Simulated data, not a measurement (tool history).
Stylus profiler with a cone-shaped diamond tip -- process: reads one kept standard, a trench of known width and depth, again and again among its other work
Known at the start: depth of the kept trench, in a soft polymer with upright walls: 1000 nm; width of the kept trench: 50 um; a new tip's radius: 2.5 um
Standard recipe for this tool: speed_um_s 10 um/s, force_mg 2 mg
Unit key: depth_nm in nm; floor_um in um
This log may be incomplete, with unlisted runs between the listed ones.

{"run": 1, "hour": 0.0, "speed_um_s": 10, "force_mg": 2, "depth_nm": 1011.55, "floor_um": 45.94}
{"run": 2, "hour": 39.8, "speed_um_s": 10, "force_mg": 2, "depth_nm": 1011.19, "floor_um": 45.94}
{"run": 3, "hour": 74.3, "speed_um_s": 10, "force_mg": 3.95, "depth_nm": 1018.19, "floor_um": 45.94}
{"run": 4, "hour": 113.2, "speed_um_s": 10, "force_mg": 2, "depth_nm": 1011.27, "floor_um": 45.92}
{"run": 5, "hour": 159.6, "speed_um_s": 4, "force_mg": 2, "depth_nm": 1011.23, "floor_um": 45.95}
{"run": 6, "hour": 207.6, "speed_um_s": 3, "force_mg": 2, "depth_nm": 1011.53, "floor_um": 45.97}
{"run": 7, "hour": 252.0, "speed_um_s": 3, "force_mg": 2, "depth_nm": 1011.04, "floor_um": 46.01}
{"run": 8, "hour": 276.3, "speed_um_s": 3, "force_mg": 2, "depth_nm": 1010.95, "floor_um": 45.97}
{"run": 9, "hour": 304.5, "speed_um_s": 3, "force_mg": 2, "depth_nm": 1011.17, "floor_um": 45.98}
{"run": 10, "hour": 326.0, "speed_um_s": 4, "force_mg": 3.25, "depth_nm": 1015.84, "floor_um": 45.95}
{"run": 11, "hour": 352.1, "speed_um_s": 2, "force_mg": 0.75, "depth_nm": 1005.76, "floor_um": 45.98}
{"run": 12, "hour": 397.6, "speed_um_s": 5, "force_mg": 0.68, "depth_nm": 1004.99, "floor_um": 45.96}
{"run": 13, "hour": 419.6, "speed_um_s": 4, "force_mg": 2.03, "depth_nm": 1011.25, "floor_um": 45.96}
{"run": 14, "hour": 462.1, "speed_um_s": 4, "force_mg": 2.03, "depth_nm": 1011.34, "floor_um": 45.97}
{"run": 15, "hour": 490.5, "speed_um_s": 6, "force_mg": 4.52, "depth_nm": 1019.01, "floor_um": 45.93}

Measured less the same run without the tool's hidden state. The same run-to-run variation is in both; the gauge's scatter may not be:
Hidden conditions of the tool in this case: radius of the tip, um; height scale over the true one, %; drift of the gauge itself on depth_nm, %; drift of the gauge itself on floor_um, %.
run=1 floor_um=-0.02
run=2 floor_um=-0.03
run=3 floor_um=-0.03
run=4 floor_um=-0.03
run=5 floor_um=-0.03
run=6 floor_um=-0.03
run=7 floor_um=-0.03
run=8 floor_um=-0.03
run=9 floor_um=-0.03
run=10 floor_um=-0.03
run=11 floor_um=-0.03
run=12 floor_um=-0.03
run=13 floor_um=-0.03
run=14 floor_um=-0.03
run=15 floor_um=-0.03
depth_nm without the hidden state stays within 0.07 nm of what was measured, in all runs.

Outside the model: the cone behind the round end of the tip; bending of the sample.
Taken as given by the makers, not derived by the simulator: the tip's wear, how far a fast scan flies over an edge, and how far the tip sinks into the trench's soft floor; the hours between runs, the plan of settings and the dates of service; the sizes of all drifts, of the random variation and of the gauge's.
